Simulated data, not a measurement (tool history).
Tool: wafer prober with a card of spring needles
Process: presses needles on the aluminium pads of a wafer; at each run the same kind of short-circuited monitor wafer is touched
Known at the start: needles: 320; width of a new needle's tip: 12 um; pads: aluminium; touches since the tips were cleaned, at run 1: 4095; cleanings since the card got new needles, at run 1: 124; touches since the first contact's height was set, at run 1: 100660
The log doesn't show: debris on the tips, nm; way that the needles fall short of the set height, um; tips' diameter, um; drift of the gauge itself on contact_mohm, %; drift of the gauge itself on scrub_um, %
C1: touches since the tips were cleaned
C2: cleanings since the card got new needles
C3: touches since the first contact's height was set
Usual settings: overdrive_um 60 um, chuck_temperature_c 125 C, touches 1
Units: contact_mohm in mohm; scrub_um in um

Run 1, hour 0: usual settings; C1 4095; C2 124; C3 100660. Result: contact_mohm 361 mohm, scrub_um 15.92 um.
At hour 1.8: tips cleaned on abrasive film.
At hour 10.2: tips cleaned on abrasive film.
At hour 17.4: tips cleaned on abrasive film.
At hour 21.2: height of the first contact set anew.
Run 2, hour 22.5: usual settings; C1 3293; C2 127; C3 909. Result: contact_mohm 357 mohm, scrub_um 16.33 um.
At hour 26.1: tips cleaned on abrasive film.
At hour 34.1: tips cleaned on abrasive film.
At hour 42: tips cleaned on abrasive film.
Run 3, hour 45.7: usual settings but overdrive_um 79 um; C1 2577; C2 130; C3 16626. Result: contact_mohm 323 mohm, scrub_um 21.39 um.
At hour 49.3: tips cleaned on abrasive film.
At hour 58.1: tips cleaned on abrasive film.
At hour 66.1: tips cleaned on abrasive film.
Run 4, hour 66.5: usual settings; C1 282; C2 133; C3 30707. Result: contact_mohm 314 mohm, scrub_um 16.18 um.
At hour 73.6: tips cleaned on abrasive film.
Run 5, hour 79.7: usual settings but chuck_temperature_c 55 C; C1 4184; C2 134; C3 39661. Result: contact_mohm 355 mohm, scrub_um 16.13 um.
At hour 81: tips cleaned on abrasive film.
At hour 89.2: tips cleaned on abrasive film.
At hour 96.7: tips cleaned on abrasive film.
At hour 104.6: tips cleaned on abrasive film.
Run 6, hour 107: usual settings but overdrive_um 48 um, chuck_temperature_c 55 C; C1 1605; C2 138; C3 58122. Result: contact_mohm 352 mohm, scrub_um 12.8 um.
At hour 111.8: tips cleaned on abrasive film.
At hour 120.1: tips cleaned on abrasive film.
At hour 128.9: tips cleaned on abrasive film.
Run 7, hour 130.2: usual settings but overdrive_um 46 um; C1 932; C2 141; C3 73876. Result: contact_mohm 360 mohm, scrub_um 12.2 um.
At hour 136.7: tips cleaned on abrasive film.
At hour 145: tips cleaned on abrasive film.
At hour 153.8: tips cleaned on abrasive film.
Run 8, hour 158.8: usual settings but overdrive_um 53 um; C1 3456; C2 144; C3 93297. Result: contact_mohm 384 mohm, scrub_um 14.02 um.
At hour 161.9: tips cleaned on abrasive film.
At hour 169.8: tips cleaned on abrasive film.
At hour 178.4: tips cleaned on abrasive film.
At hour 185.5: tips cleaned on abrasive film.
Run 9, hour 185.5: usual settings but chuck_temperature_c 71 C; C1 0; C2 148; C3 111365. Result: contact_mohm 300 mohm, scrub_um 15.89 um.
At hour 190.8: height of the first contact set anew.
At hour 194.3: tips cleaned on abrasive film.
At hour 202.8: tips cleaned on abrasive film.
Run 10, hour 209.1: usual settings but chuck_temperature_c 71 C; C1 4372; C2 150; C3 12476. Result: contact_mohm 359 mohm, scrub_um 16.23 um.
At hour 211: tips cleaned on abrasive film.
At hour 219.2: tips cleaned on abrasive film.
At hour 227.6: tips cleaned on abrasive film.
At hour 236.1: tips cleaned on abrasive film.
Run 11, hour 238.4: usual settings; C1 1558; C2 154; C3 32256. Result: contact_mohm 339 mohm, scrub_um 16.17 um.
At hour 243.7: tips cleaned on abrasive film.
At hour 251.9: tips cleaned on abrasive film.
Run 12, hour 258.5: usual settings but overdrive_um 67 um; C1 4531; C2 156; C3 45949. Result: contact_mohm 358 mohm, scrub_um 17.98 um.
At hour 260.3: tips cleaned on abrasive film.
At hour 268.4: tips cleaned on abrasive film.
At hour 277.1: tips cleaned on abrasive film.
At hour 284.6: tips cleaned on abrasive film.
Run 13, hour 287.7: usual settings but overdrive_um 67 um; C1 2133; C2 160; C3 65723. Result: contact_mohm 342 mohm, scrub_um 17.94 um.
At hour 292.9: tips cleaned on abrasive film.
At hour 301.6: tips cleaned on abrasive film.
At hour 309.7: tips cleaned on abrasive film.
At hour 316.8: tips cleaned on abrasive film.
Run 14, hour 316.8: usual settings; C1 0; C2 164; C3 85437. Result: contact_mohm 311 mohm, scrub_um 15.96 um.
At hour 324.5: tips cleaned on abrasive film.
At hour 332.9: tips cleaned on abrasive film.
Run 15, hour 337.5: usual settings but overdrive_um 67 um, chuck_temperature_c 58 C, touches 3; C1 3130; C2 166; C3 99484. Result: contact_mohm 302 mohm, scrub_um 17.85 um.
At hour 341.1: tips cleaned on abrasive film.
At hour 349: tips cleaned on abrasive film.
Run 16, hour 349.8: usual settings but overdrive_um 70 um, chuck_temperature_c 29 C, touches 2; C1 524; C2 168; C3 107808. Result: contact_mohm 285 mohm, scrub_um 18.6 um.
At hour 356.9: tips cleaned on abrasive film.
At hour 360.2: height of the first contact set anew.
At hour 365.2: tips cleaned on abrasive film.
Run 17, hour 367.4: usual settings but overdrive_um 70 um, chuck_temperature_c 29 C, touches 2; C1 1469; C2 170; C3 4820. Result: contact_mohm 290 mohm, scrub_um 18.97 um.
At hour 373.9: tips cleaned on abrasive film.
Run 18, hour 380.8: usual settings but overdrive_um 70 um, chuck_temperature_c 29 C, touches 2; C1 4740; C2 171; C3 13977. Result: contact_mohm 312 mohm, scrub_um 18.98 um.
At hour 382.6: tips cleaned on abrasive film.
At hour 390.9: tips cleaned on abrasive film.
Run 19, hour 393.6: usual settings but chuck_temperature_c 27 C; C1 1856; C2 173; C3 22607. Result: contact_mohm 326 mohm, scrub_um 16.19 um.
At hour 398.4: tips cleaned on abrasive film.
At hour 406.6: tips cleaned on abrasive film.
At hour 415: tips cleaned on abrasive film.
Run 20, hour 419.5: usual settings but overdrive_um 64 um, chuck_temperature_c 27 C, touches 3; C1 3104; C2 176; C3 40231. Result: contact_mohm 292 mohm, scrub_um 17.28 um.
At hour 423.1: tips cleaned on abrasive film.
At hour 431.5: tips cleaned on abrasive film.
At hour 440: tips cleaned on abrasive film.
Run 21, hour 442.9: usual settings but overdrive_um 64 um, chuck_temperature_c 27 C, touches 3; C1 2042; C2 179; C3 56083. Result: contact_mohm 295 mohm, scrub_um 17.17 um.
At hour 447.5: tips cleaned on abrasive film.
At hour 455.6: tips cleaned on abrasive film.
Run 22, hour 457.6: usual settings but overdrive_um 46 um, chuck_temperature_c 92 C, touches 3; C1 1342; C2 181; C3 66017. Result: contact_mohm 321 mohm, scrub_um 12.25 um.
At hour 462.9: tips cleaned on abrasive film.
At hour 470.6: tips cleaned on abrasive film.
At hour 478.5: tips cleaned on abrasive film.
Run 23, hour 482.5: usual settings but overdrive_um 53 um; C1 2691; C2 184; C3 82884. Result: contact_mohm 379 mohm, scrub_um 14.08 um.
At hour 485.7: tips cleaned on abrasive film.
At hour 494.4: tips cleaned on abrasive film.
Run 24, hour 498: usual settings but overdrive_um 41 um; C1 2435; C2 186; C3 93407. Result: contact_mohm 424 mohm, scrub_um 10.8 um.
At hour 503: tips cleaned on abrasive film.
At hour 510.9: tips cleaned on abrasive film.
Run 25, hour 512: usual settings but overdrive_um 41 um; C1 747; C2 188; C3 102898. Result: contact_mohm 369 mohm, scrub_um 10.73 um.
At hour 519: tips cleaned on abrasive film.
At hour 526.5: tips cleaned on abrasive film.
Run 26, hour 527.2: usual settings but overdrive_um 41 um; C1 482; C2 190; C3 113156. Result: contact_mohm 357 mohm, scrub_um 10.7 um.
At hour 529.2: height of the first contact set anew.
At hour 534.4: tips cleaned on abrasive film.
At hour 542.7: tips cleaned on abrasive film.
Run 27, hour 548.9: usual settings but overdrive_um 47 um, touches 2; C1 4305; C2 192; C3 13412. Result: contact_mohm 382 mohm, scrub_um 12.76 um.

Some steps in contact_mohm between neighbouring runs. How much of each would the tool show without its hidden state too (settings, what came in, random variation), and how much is left for the hidden state, with any gauge scatter that isn't in both results?
Run 8 -> 9: overdrive_um 53 -> 60, chuck_temperature_c 125 -> 71, tips cleaned on abrasive film, tips cleaned on abrasive film, tips cleaned on abrasive film, tips cleaned on abrasive film. contact_mohm -84 mohm: hidden state -67, all else -17.
Run 9 -> 10: height of the first contact set anew, tips cleaned on abrasive film, tips cleaned on abrasive film. contact_mohm +59 mohm: hidden state +58, all else +1.
